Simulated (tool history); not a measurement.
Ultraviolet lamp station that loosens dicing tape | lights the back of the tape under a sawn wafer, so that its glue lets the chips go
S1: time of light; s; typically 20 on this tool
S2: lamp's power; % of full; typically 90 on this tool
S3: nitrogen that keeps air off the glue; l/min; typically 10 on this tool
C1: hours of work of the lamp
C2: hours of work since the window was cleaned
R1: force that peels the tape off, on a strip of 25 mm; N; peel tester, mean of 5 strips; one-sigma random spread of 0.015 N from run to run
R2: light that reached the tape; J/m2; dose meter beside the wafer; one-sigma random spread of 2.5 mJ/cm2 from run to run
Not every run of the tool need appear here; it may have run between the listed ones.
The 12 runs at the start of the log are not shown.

{"run": 13, "hour": 524.5, "S1": 20, "S2": 96, "S3": 10, "C1": 682, "C2": 42, "R1": 0.6, "R2": 3190}
{"run": 14, "hour": 580.4, "S1": 20, "S2": 92, "S3": 10, "C1": 710, "C2": 70, "R1": 0.66, "R2": 3000}
{"run": 15, "hour": 631.2, "S1": 20, "S2": 90, "S3": 10, "C1": 735, "C2": 96, "R1": 0.711, "R2": 2960}
{"run": 16, "hour": 678.5, "S1": 20, "S2": 90, "S3": 10, "C1": 759, "C2": 119, "R1": 0.712, "R2": 2910}
{"run": 17, "hour": 746.7, "S1": 20, "S2": 90, "S3": 10, "C1": 793, "C2": 153, "R1": 0.701, "R2": 2960}
{"run": 18, "hour": 801.1, "S1": 20, "S2": 90, "S3": 10, "C1": 820, "C2": 180, "R1": 0.72, "R2": 2920}
{"run": 19, "hour": 845.2, "S1": 20, "S2": 90, "S3": 10, "C1": 842, "C2": 202, "R1": 0.742, "R2": 2920}
{"run": 20, "hour": 890.3, "S1": 20, "S2": 90, "S3": 10, "C1": 865, "C2": 225, "R1": 0.714, "R2": 3010}
{"run": 21, "hour": 955.7, "S1": 20, "S2": 90, "S3": 10, "C1": 898, "C2": 258, "R1": 0.727, "R2": 2910}
{"run": 22, "hour": 1018.0, "S1": 20, "S2": 90, "S3": 10, "C1": 929, "C2": 289, "R1": 0.74, "R2": 2930}
{"run": 23, "hour": 1066.4, "S1": 20, "S2": 90, "S3": 6, "C1": 953, "C2": 313, "R1": 1.104, "R2": 2900}
{"run": 24, "hour": 1124.7, "S1": 21, "S2": 90, "S3": 5, "C1": 982, "C2": 342, "R1": 1.155, "R2": 3080}
{"run": 25, "hour": 1191.3, "S1": 21, "S2": 90, "S3": 5, "C1": 1015, "C2": 375, "R1": 1.139, "R2": 3090}
{"run": 26, "hour": 1258.3, "S1": 28, "S2": 69, "S3": 5, "C1": 1049, "C2": 409, "R1": 1.111, "R2": 3240}
{"run": 27, "hour": 1304.4, "S1": 30, "S2": 89, "S3": 10, "C1": 1072, "C2": 432, "R1": 0.267, "R2": 4420}
{"hour": 1362.5, "done": "lamp changed"}
{"run": 28, "hour": 1371.2, "S1": 30, "S2": 89, "S3": 10, "C1": 4, "C2": 465, "R1": 0.262, "R2": 4430}
{"run": 29, "hour": 1422.2, "S1": 30, "S2": 89, "S3": 10, "C1": 30, "C2": 490, "R1": 0.276, "R2": 4410}
{"run": 30, "hour": 1454.1, "S1": 30, "S2": 83, "S3": 7, "C1": 46, "C2": 506, "R1": 0.434, "R2": 4110}
{"run": 31, "hour": 1521.2, "S1": 30, "S2": 83, "S3": 7, "C1": 79, "C2": 540, "R1": 0.434, "R2": 4100}
{"run": 32, "hour": 1579.2, "S1": 30, "S2": 83, "S3": 7, "C1": 108, "C2": 569, "R1": 0.439, "R2": 4060}
{"hour": 1596.0, "done": "window cleaned of glue's vapour"}
{"run": 33, "hour": 1634.9, "S1": 20, "S2": 91, "S3": 5, "C1": 136, "C2": 19, "R1": 1.223, "R2": 3000}
{"run": 34, "hour": 1696.1, "S1": 14, "S2": 90, "S3": 10, "C1": 166, "C2": 50, "R1": 1.574, "R2": 2070}
{"run": 35, "hour": 1730.0, "S1": 14, "S2": 90, "S3": 10, "C1": 183, "C2": 67, "R1": 1.601, "R2": 2090}
{"run": 36, "hour": 1788.0, "S1": 14, "S2": 90, "S3": 10, "C1": 212, "C2": 96, "R1": 1.533, "R2": 2050}
{"run": 37, "hour": 1840.3, "S1": 14, "S2": 90, "S3": 10, "C1": 239, "C2": 122, "R1": 1.595, "R2": 2090}

What does the tool deliver on the next run?
{"run": 38, "hour": 1882.1, "S1": 12, "S2": 71, "S3": 10, "C1": 259, "C2": 143, "R1": "?", "R2": "?"}

R1: 3.082 N
R2: 1410 J/m2
With the hidden condition absent and the run-to-run variation left alone, this run would have shown R1 3.077 N, R2 1410 J/m2.
